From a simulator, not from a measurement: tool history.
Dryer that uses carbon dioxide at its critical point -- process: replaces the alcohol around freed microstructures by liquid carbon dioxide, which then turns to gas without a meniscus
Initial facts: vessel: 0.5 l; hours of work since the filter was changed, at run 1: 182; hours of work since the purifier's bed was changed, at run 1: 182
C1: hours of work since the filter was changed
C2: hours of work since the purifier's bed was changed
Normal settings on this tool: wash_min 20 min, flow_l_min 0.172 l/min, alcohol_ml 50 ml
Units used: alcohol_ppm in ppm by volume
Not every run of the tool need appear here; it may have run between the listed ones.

run 1 hour=0 | wash_min=20 flow_l_min=0.172 alcohol_ml=50 | C1=182 C2=182 | alcohol_ppm=901
run 2 hour=9.2 | wash_min=20 flow_l_min=0.172 alcohol_ml=50 | C1=189 C2=189 | alcohol_ppm=957
run 3 hour=18.9 | wash_min=20 flow_l_min=0.172 alcohol_ml=50 | C1=196 C2=196 | alcohol_ppm=925
run 4 hour=30.8 | wash_min=20 flow_l_min=0.172 alcohol_ml=34 | C1=205 C2=205 | alcohol_ppm=665
run 5 hour=43.3 | wash_min=20 flow_l_min=0.172 alcohol_ml=34 | C1=214 C2=214 | alcohol_ppm=699
run 6 hour=50.1 | wash_min=20 flow_l_min=0.172 alcohol_ml=34 | C1=219 C2=219 | alcohol_ppm=705
run 7 hour=58.3 | wash_min=20 flow_l_min=0.172 alcohol_ml=34 | C1=225 C2=225 | alcohol_ppm=710
run 8 hour=70.5 | wash_min=20 flow_l_min=0.172 alcohol_ml=50 | C1=234 C2=234 | alcohol_ppm=1067
run 9 hour=79.7 | wash_min=20 flow_l_min=0.124 alcohol_ml=50 | C1=240 C2=240 | alcohol_ppm=4013
run 10 hour=88.7 | wash_min=20 flow_l_min=0.124 alcohol_ml=50 | C1=247 C2=247 | alcohol_ppm=4012
run 11 hour=100.8 | wash_min=20 flow_l_min=0.124 alcohol_ml=74 | C1=256 C2=256 | alcohol_ppm=6120
run 12 hour=110.6 | wash_min=20 flow_l_min=0.144 alcohol_ml=74 | C1=263 C2=263 | alcohol_ppm=3555
run 13 hour=117.2 | wash_min=20 flow_l_min=0.212 alcohol_ml=50 | C1=268 C2=268 | alcohol_ppm=399
run 14 hour=126.5 | wash_min=20 flow_l_min=0.212 alcohol_ml=50 | C1=275 C2=275 | alcohol_ppm=416
run 15 hour=134.2 | wash_min=20 flow_l_min=0.172 alcohol_ml=50 | C1=280 C2=280 | alcohol_ppm=1213
-- hour=147.5 inlet filter changed
run 16 hour=147.7 | wash_min=20 flow_l_min=0.172 alcohol_ml=50 | C1=0 C2=290 | alcohol_ppm=595
run 17 hour=159.1 | wash_min=20 flow_l_min=0.172 alcohol_ml=50 | C1=9 C2=298 | alcohol_ppm=597
run 18 hour=171.1 | wash_min=20 flow_l_min=0.172 alcohol_ml=71 | C1=17 C2=307 | alcohol_ppm=879
run 19 hour=178.5 | wash_min=20 flow_l_min=0.172 alcohol_ml=50 | C1=23 C2=312 | alcohol_ppm=636
run 20 hour=185.6 | wash_min=20 flow_l_min=0.172 alcohol_ml=50 | C1=28 C2=317 | alcohol_ppm=641
run 21 hour=194.4 | wash_min=18 flow_l_min=0.172 alcohol_ml=50 | C1=34 C2=324 | alcohol_ppm=1074
run 22 hour=208.3 | wash_min=20 flow_l_min=0.172 alcohol_ml=50 | C1=45 C2=334 | alcohol_ppm=638
run 23 hour=215.3 | wash_min=20 flow_l_min=0.172 alcohol_ml=50 | C1=50 C2=339 | alcohol_ppm=674
run 24 hour=224.5 | wash_min=20 flow_l_min=0.172 alcohol_ml=50 | C1=56 C2=346 | alcohol_ppm=692
run 25 hour=233.2 | wash_min=14 flow_l_min=0.105 alcohol_ml=50 | C1=63 C2=352 | alcohol_ppm=12209
run 26 hour=241 | wash_min=18 flow_l_min=0.217 alcohol_ml=89 | C1=69 C2=358 | alcohol_ppm=617
run 27 hour=254.5 | wash_min=22 flow_l_min=0.172 alcohol_ml=50 | C1=78 C2=368 | alcohol_ppm=458
run 28 hour=261.2 | wash_min=20 flow_l_min=0.198 alcohol_ml=35 | C1=83 C2=373 | alcohol_ppm=264
run 29 hour=269.2 | wash_min=29 flow_l_min=0.122 alcohol_ml=110 | C1=89 C2=379 | alcohol_ppm=1489
run 30 hour=280.9 | wash_min=30 flow_l_min=0.172 alcohol_ml=50 | C1=98 C2=387 | alcohol_ppm=110
run 31 hour=288.7 | wash_min=15 flow_l_min=0.109 alcohol_ml=50 | C1=104 C2=393 | alcohol_ppm=10206
run 32 hour=296.8 | wash_min=15 flow_l_min=0.109 alcohol_ml=50 | C1=109 C2=399 | alcohol_ppm=10217
run 33 hour=309.2 | wash_min=20 flow_l_min=0.131 alcohol_ml=90 | C1=119 C2=408 | alcohol_ppm=4626
run 34 hour=322.3 | wash_min=20 flow_l_min=0.207 alcohol_ml=54 | C1=128 C2=418 | alcohol_ppm=336
run 35 hour=334.6 | wash_min=20 flow_l_min=0.207 alcohol_ml=54 | C1=137 C2=427 | alcohol_ppm=370
run 36 hour=342.8 | wash_min=20 flow_l_min=0.172 alcohol_ml=50 | C1=143 C2=433 | alcohol_ppm=854
run 37 hour=351.4 | wash_min=20 flow_l_min=0.12 alcohol_ml=57 | C1=150 C2=439 | alcohol_ppm=4297
run 38 hour=360.5 | wash_min=20 flow_l_min=0.12 alcohol_ml=57 | C1=156 C2=446 | alcohol_ppm=4281
run 39 hour=372.7 | wash_min=20 flow_l_min=0.12 alcohol_ml=57 | C1=165 C2=455 | alcohol_ppm=4335
run 40 hour=386.2 | wash_min=26 flow_l_min=0.172 alcohol_ml=54 | C1=175 C2=465 | alcohol_ppm=291
run 41 hour=394.7 | wash_min=26 flow_l_min=0.172 alcohol_ml=95 | C1=181 C2=471 | alcohol_ppm=470
run 42 hour=408.3 | wash_min=26 flow_l_min=0.172 alcohol_ml=95 | C1=191 C2=481 | alcohol_ppm=455
run 43 hour=414.3 | wash_min=19 flow_l_min=0.172 alcohol_ml=35 | C1=196 C2=485 | alcohol_ppm=876
run 44 hour=424.2 | wash_min=20 flow_l_min=0.172 alcohol_ml=63 | C1=203 C2=492 | alcohol_ppm=1291
run 45 hour=437.8 | wash_min=24 flow_l_min=0.172 alcohol_ml=49 | C1=213 C2=502 | alcohol_ppm=429
run 46 hour=451.4 | wash_min=24 flow_l_min=0.172 alcohol_ml=49 | C1=223 C2=512 | alcohol_ppm=454
run 47 hour=463.5 | wash_min=22 flow_l_min=0.225 alcohol_ml=26 | C1=232 C2=521 | alcohol_ppm=137

What differs in the tool's unlogged condition from the final listed run ahead of each entry between runs to the first listed run following it?
From run 15 to run 16: inlet filter changed (hour 147.5)
  flow that reaches the vessel past the clogged filter, %: 85.6 -> 99.4; alcohol in the recycled carbon dioxide, ppm: 35.6 -> 36.6
  the result without the hidden state subtracted from the measured one, alcohol_ppm: +653 -> +48 ppm by volume
